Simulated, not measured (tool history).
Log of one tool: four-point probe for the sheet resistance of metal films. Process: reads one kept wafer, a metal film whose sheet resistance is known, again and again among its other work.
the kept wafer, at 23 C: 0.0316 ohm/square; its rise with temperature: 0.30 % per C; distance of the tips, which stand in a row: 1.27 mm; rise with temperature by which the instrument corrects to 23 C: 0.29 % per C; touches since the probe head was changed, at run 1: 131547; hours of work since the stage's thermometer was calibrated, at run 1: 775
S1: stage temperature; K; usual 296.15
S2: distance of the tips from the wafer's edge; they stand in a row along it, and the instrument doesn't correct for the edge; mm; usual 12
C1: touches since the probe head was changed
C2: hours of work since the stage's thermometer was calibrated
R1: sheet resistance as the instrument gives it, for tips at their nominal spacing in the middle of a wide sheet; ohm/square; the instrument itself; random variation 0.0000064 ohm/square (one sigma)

run,hour,S1,S2,C1,C2,R1
1,0,296.15,12,131547,775,0.031541
2,16.1,295.15,12,132528,786,0.031544
3,35.5,295.15,12,133712,800,0.031533
4,62.8,304.15,12,135376,819,0.031556
5,74.9,304.15,12,136115,828,0.031563
6,91.8,304.15,12,137144,840,0.031553
7,111.9,304.15,12,138367,854,0.031556
8,124.2,304.15,12,139117,862,0.031561
# hour 127: stage's thermometer calibrated
9,139.3,296.15,34,140008,9,0.031366
10,155,295.15,6,140963,20,0.032071
11,176.1,306.15,21,142252,35,0.031438
12,200.5,294.15,12,143741,52,0.031522
13,218.7,306.15,15,144851,65,0.031489
# hour 231.7: stage's thermometer calibrated, once more
14,232.6,299.15,27,145664,1,0.031362
15,257.6,299.15,27,147191,18,0.031363
16,283.2,299.15,27,148752,36,0.031354
17,309.7,294.15,53,150366,55,0.031326
18,322.1,294.15,53,151120,64,0.031318

Forecast each of these 4 alternatives for the next run:
A,338.1,301.15,12,152094,75,?
B,338.1,296.15,6,152094,75,?
C,338.1,294.15,22,152094,75,?
D,338.1,294.15,7,152094,75,?

run,R1
A,0.031507
B,0.032032
C,0.03135
D,0.031839
Without the tool's hidden state the same runs would have given:
run,R1
A,0.031809
B,0.032339
C,0.031651
D,0.032145
